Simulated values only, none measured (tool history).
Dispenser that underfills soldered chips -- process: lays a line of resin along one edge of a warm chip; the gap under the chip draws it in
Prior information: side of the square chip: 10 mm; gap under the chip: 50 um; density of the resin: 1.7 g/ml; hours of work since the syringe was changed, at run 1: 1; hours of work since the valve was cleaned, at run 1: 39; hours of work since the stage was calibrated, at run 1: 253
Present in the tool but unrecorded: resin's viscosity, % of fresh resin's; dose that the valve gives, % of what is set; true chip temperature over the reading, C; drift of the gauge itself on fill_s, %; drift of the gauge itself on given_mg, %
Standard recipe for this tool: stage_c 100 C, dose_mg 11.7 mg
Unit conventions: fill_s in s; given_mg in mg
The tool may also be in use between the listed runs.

| run | hour | stage_c | dose_mg | hours of work since the syringe was changed | hours of work since the valve was cleaned | hours of work since the stage was calibrated | fill_s | given_mg |
|---|---|---|---|---|---|---|---|---|
| 1 | 0 | 100 | 11.7 | 1 | 39 | 253 | 34.3 | 11.3 |
| 2 | 6.6 | 100 | 11.7 | 6 | 44 | 257 | 42.6 | 11.13 |
|  | 9.1 | new syringe of resin |
| 3 | 15 | 100 | 11.7 | 4 | 49 | 262 | 40.6 | 11.08 |
|  | 20 | new syringe of resin |
| 4 | 22 | 100 | 11.7 | 1 | 53 | 267 | 34.3 | 11.05 |
| 5 | 28 | 100 | 11.7 | 5 | 57 | 270 | 42.2 | 10.96 |
|  | 31 | new syringe of resin |
| 6 | 34.3 | 100 | 10.2 | 2 | 61 | 274 | 36.7 | 9.51 |
|  | 41.9 | new syringe of resin |
| 7 | 46.1 | 100 | 10.2 | 3 | 69 | 282 | 38.5 | 9.56 |
|  | 52.5 | new syringe of resin |
| 8 | 58.4 | 94 | 11.7 | 4 | 77 | 290 | 50.5 | 10.86 |
|  | 63.1 | new syringe of resin |
| 9 | 65.9 | 94 | 11.7 | 2 | 81 | 295 | 43.7 | 10.71 |
|  | 73.6 | new syringe of resin |
| 10 | 76.5 | 100 | 11.7 | 2 | 88 | 301 | 35.6 | 10.7 |
|  | 84.4 | new syringe of resin |
| 11 | 84.7 | 100 | 11.7 | 0 | 93 | 306 | 32.1 | 10.64 |
| 12 | 90.2 | 100 | 11.7 | 4 | 97 | 310 | 38.6 | 10.65 |
|  | 95.6 | new syringe of resin |
| 13 | 102 | 100 | 11.7 | 4 | 104 | 318 | 40.3 | 10.64 |
|  | 106.4 | new syringe of resin |
| 14 | 113.5 | 100 | 11.7 | 5 | 112 | 325 | 42.4 | 10.43 |
|  | 117.5 | new syringe of resin |
| 15 | 125.9 | 100 | 11.7 | 5 | 120 | 333 | 43.5 | 10.38 |
|  | 128.1 | new syringe of resin |
| 16 | 133.6 | 100 | 11.7 | 4 | 125 | 338 | 39.6 | 10.2 |
|  | 138.7 | new syringe of resin |
| 17 | 139.4 | 100 | 11.7 | 0 | 128 | 341 | 33.4 | 10.28 |
|  | 149.6 | new syringe of resin |
| 18 | 151.4 | 100 | 11.7 | 1 | 136 | 349 | 35.2 | 10.08 |
| 19 | 157.2 | 100 | 11.7 | 5 | 140 | 353 | 42.9 | 10 |
|  | 160.2 | new syringe of resin |
|  | 163.5 | dispensing valve cleaned and set on the balance |
| 20 | 163.5 | 113 | 10.3 | 2 | 0 | 356 | 21.8 | 10.35 |
|  | 172.2 | new syringe of resin |
| 21 | 172.5 | 113 | 10.3 | 0 | 6 | 362 | 19.7 | 10.19 |
|  | 183.3 | new syringe of resin |
| 22 | 183.3 | 114 | 11.7 | 0 | 13 | 369 | 19.2 | 11.61 |
| 23 | 191.6 | 114 | 11.7 | 5 | 18 | 374 | 24.3 | 11.52 |
|  | 194.4 | new syringe of resin |
| 24 | 201.8 | 90 | 14.3 | 5 | 25 | 381 | 59.2 | 13.96 |
|  | 204.9 | new syringe of resin |
| 25 | 207.4 | 90 | 14.3 | 2 | 28 | 384 | 48.4 | 13.88 |
| 26 | 214.3 | 88 | 13.4 | 6 | 33 | 389 | 66.5 | 13.13 |
|  | 215.5 | new syringe of resin |
| 27 | 221 | 88 | 13.4 | 4 | 37 | 393 | 58 | 12.94 |

Run 28, settings as shown, results not yet in. Your forecast:
|  | 226.6 | new syringe of resin |
| 28 | 229.2 | 90 | 13.2 | 2 | 42 | 398 | ? | ? |

fill_s: 48.3 s
given_mg: 12.63 mg
Minus the tool's unlogged condition, the same run would have read fill_s 47.1 s, given_mg 13.15 mg.

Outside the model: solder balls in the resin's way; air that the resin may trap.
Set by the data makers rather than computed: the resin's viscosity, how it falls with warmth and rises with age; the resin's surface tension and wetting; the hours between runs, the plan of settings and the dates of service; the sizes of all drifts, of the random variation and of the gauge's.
